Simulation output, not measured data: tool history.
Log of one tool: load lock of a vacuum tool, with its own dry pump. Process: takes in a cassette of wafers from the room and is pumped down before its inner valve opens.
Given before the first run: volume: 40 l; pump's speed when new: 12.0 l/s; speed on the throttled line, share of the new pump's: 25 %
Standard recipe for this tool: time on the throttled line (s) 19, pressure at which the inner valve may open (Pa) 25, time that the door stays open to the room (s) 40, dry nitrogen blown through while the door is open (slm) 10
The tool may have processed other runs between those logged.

run,hour,time on the throttled line (s),pressure at which the inner valve may open (Pa),time that the door stays open to the room (s),dry nitrogen blown through while the door is open (slm),"incoming humidity of the room's air, %",time from the closed door until the inner valve may open (s),rise of the pressure with all valves shut (Pa/min)
1,0.0,19,25,40,10,46.2,41.9,0.065
2,284.3,26,25,40,10,40.1,47.4,0.066
3,574.8,19,44,40,10,45.8,40.2,0.069
4,696.8,19,44,40,10,49.8,40.7,0.078
5,969.1,19,44,40,10,44.4,40.4,0.079
6,1090.0,19,44,40,10,49.9,40.8,0.084
7,1339.9,17,25,40,10,43.0,40.9,0.091
8,1471.4,24,25,40,10,43.8,46.6,0.086
9,1739.1,24,25,40,10,41.6,46.2,0.091
10,1916.6,37,26,37,36,44.4,55.7,0.081
11,2158.0,13,18,40,5,49.5,40.1,0.109
12,2366.6,13,18,40,5,48.4,40.3,0.117
13,2589.4,13,18,40,5,46.1,40.0,0.118
14,2788.6,13,18,40,5,46.3,38.9,0.130
15,3044.0,19,44,40,12,47.1,41.2,0.128

What does the tool deliver on the next run?
16,3171.4,19,44,40,12,45.8,?,?

time from the closed door until the inner valve may open (s): 40.9
rise of the pressure with all valves shut (Pa/min): 0.126
Were there no unlogged condition in the tool, this run, its random variation unchanged, would have produced time from the closed door until the inner valve may open (s) 40.1, rise of the pressure with all valves shut (Pa/min) 0.031.
